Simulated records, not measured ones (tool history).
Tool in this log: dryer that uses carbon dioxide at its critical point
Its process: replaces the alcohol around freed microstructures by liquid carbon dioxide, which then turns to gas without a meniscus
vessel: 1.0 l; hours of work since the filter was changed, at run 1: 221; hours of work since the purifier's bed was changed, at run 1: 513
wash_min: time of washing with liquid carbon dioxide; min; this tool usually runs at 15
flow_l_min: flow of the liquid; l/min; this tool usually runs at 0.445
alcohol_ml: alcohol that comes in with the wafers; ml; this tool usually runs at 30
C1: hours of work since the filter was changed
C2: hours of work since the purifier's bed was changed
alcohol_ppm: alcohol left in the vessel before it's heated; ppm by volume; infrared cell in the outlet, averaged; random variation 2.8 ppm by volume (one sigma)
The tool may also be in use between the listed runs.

{"run": 1, "hour": 0.0, "wash_min": 15, "flow_l_min": 0.445, "alcohol_ml": 30, "C1": 221, "C2": 513, "alcohol_ppm": 74}
{"run": 2, "hour": 16.2, "wash_min": 15, "flow_l_min": 0.445, "alcohol_ml": 30, "C1": 232, "C2": 524, "alcohol_ppm": 76}
{"run": 3, "hour": 30.4, "wash_min": 15, "flow_l_min": 0.445, "alcohol_ml": 30, "C1": 242, "C2": 534, "alcohol_ppm": 83}
{"run": 4, "hour": 49.7, "wash_min": 15, "flow_l_min": 0.445, "alcohol_ml": 108, "C1": 255, "C2": 547, "alcohol_ppm": 237}
{"run": 5, "hour": 67.2, "wash_min": 15, "flow_l_min": 0.445, "alcohol_ml": 108, "C1": 268, "C2": 559, "alcohol_ppm": 242}
{"run": 6, "hour": 77.8, "wash_min": 16, "flow_l_min": 0.503, "alcohol_ml": 40, "C1": 275, "C2": 567, "alcohol_ppm": 44}
{"run": 7, "hour": 89.9, "wash_min": 16, "flow_l_min": 0.503, "alcohol_ml": 40, "C1": 283, "C2": 575, "alcohol_ppm": 46}
{"run": 8, "hour": 104.2, "wash_min": 16, "flow_l_min": 0.503, "alcohol_ml": 40, "C1": 293, "C2": 585, "alcohol_ppm": 49}
{"run": 9, "hour": 115.1, "wash_min": 15, "flow_l_min": 0.432, "alcohol_ml": 30, "C1": 301, "C2": 593, "alcohol_ppm": 97}
{"run": 10, "hour": 129.7, "wash_min": 19, "flow_l_min": 0.432, "alcohol_ml": 76, "C1": 311, "C2": 603, "alcohol_ppm": 61}

Consider 3 possible next runs. They are alternatives, not a sequence: every one starts from the tool as it was left by run 10. What does each give?
{"run": "A", "hour": 140.5, "wash_min": 14, "flow_l_min": 0.451, "alcohol_ml": 27, "C1": 319, "C2": 610, "alcohol_ppm": "?"}
{"run": "B", "hour": 140.5, "wash_min": 11, "flow_l_min": 0.351, "alcohol_ml": 76, "C1": 319, "C2": 610, "alcohol_ppm": "?"}
{"run": "C", "hour": 140.5, "wash_min": 20, "flow_l_min": 0.432, "alcohol_ml": 76, "C1": 319, "C2": 610, "alcohol_ppm": "?"}

run=A alcohol_ppm=102
run=B alcohol_ppm=2116
run=C alcohol_ppm=49
What these runs would have given with no unlogged condition in the tool:
run=A alcohol_ppm=54
run=B alcohol_ppm=1594
run=C alcohol_ppm=19

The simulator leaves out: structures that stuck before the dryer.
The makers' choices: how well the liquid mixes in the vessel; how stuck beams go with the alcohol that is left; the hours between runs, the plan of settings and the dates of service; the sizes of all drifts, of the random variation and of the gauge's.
